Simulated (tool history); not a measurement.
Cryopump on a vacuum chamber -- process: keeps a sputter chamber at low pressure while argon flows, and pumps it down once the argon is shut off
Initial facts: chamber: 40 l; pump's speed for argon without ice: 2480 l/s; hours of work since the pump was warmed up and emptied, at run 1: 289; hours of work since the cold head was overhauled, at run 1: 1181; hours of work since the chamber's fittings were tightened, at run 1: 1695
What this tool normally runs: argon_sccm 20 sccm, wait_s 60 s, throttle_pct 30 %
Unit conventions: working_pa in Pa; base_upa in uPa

run   hour  argon_sccm  wait_s  throttle_pct  hours of work since the pump was warmed up and emptied  hours of work since the cold head was overhauled  hours of work since the chamber's fittings were tightened  working_pa  base_upa
  1      0          20      60            30                                                     289                                              1181                                                       1695      0.0498      1.88
  2   23.7          20      60            30                                                     305                                              1197                                                       1711      0.0484      1.86
  3   58.6          20      60            16                                                     328                                              1220                                                       1734      0.0905      1.91
  4   81.3          20      60            16                                                     343                                              1235                                                       1749      0.0893      1.99
  5  123.2          20      60            16                                                     371                                              1263                                                       1777      0.0909      2.06
  6  144.5          20      60            16                                                     385                                              1277                                                       1791      0.0901      2.07
  7  164.9          27      60            30                                                     399                                              1291                                                       1804      0.0696      2.06
  8  188.3          27      60            30                                                     414                                              1306                                                       1820        0.07      2.17
  9  208.4          27      60            30                                                     427                                              1319                                                       1833      0.0704      2.15
     235.8  -- pump warmed up, emptied and cooled again
 10    255          16      60            30                                                      13                                              1347                                                       1861      0.0369      1.71
 11  280.5          20      60            16                                                      30                                              1364                                                       1878      0.0859      1.75
 12  302.3          20      60            16                                                      44                                              1379                                                       1892      0.0867      1.87
 13  324.7          20      20            41                                                      59                                              1393                                                       1907      0.0344      3.22
 14    353          10      60            40                                                      78                                              1412                                                       1926      0.0172      1.81
 15  385.5          18      60            58                                                     100                                              1434                                                       1948      0.0227      1.92
 16  403.4          21      56            48                                                     111                                              1446                                                       1960      0.0321      1.97
 17  426.4          21      56            48                                                     127                                              1461                                                       1975      0.0318      1.97
 18  446.9          21      56            48                                                     140                                              1475                                                       1989      0.0325      1.98
 19  476.2          21      56            48                                                     160                                              1494                                                       2008      0.0321      1.96
 20  494.4          21      56            48                                                     172                                              1506                                                       2020      0.0327      2.05
 21    517          21      56            48                                                     187                                              1521                                                       2035      0.0327      2.06
 22  552.6           9      69            20                                                     211                                              1545                                                       2059      0.0309      1.94
 23  571.9           9      69            20                                                     223                                              1558                                                       2072      0.0316      1.96
 24  595.8           9      69            20                                                     239                                              1574                                                       2087      0.0318      2.07

Predict each of these 4 candidate next runs independently; none follows another, all start after run 24:
  A  614.2          20      60            18                                                     251                                              1586                                                       2100           ?         ?
  B  614.2           9      43            45                                                     251                                              1586                                                       2100           ?         ?
  C  614.2           8     132            22                                                     251                                              1586                                                       2100           ?         ?
  D  614.2          19      69            47                                                     251                                              1586                                                       2100           ?         ?

run  working_pa  base_upa
  A      0.0795      2.16
  B      0.0162      2.42
  C      0.0266      1.81
  D      0.0315      2.08
With no hidden state in the tool, these same runs would have given:
run  working_pa  base_upa
  A      0.0758      0.79
  B      0.0146      1.03
  C      0.0251      0.44
  D       0.028      0.69
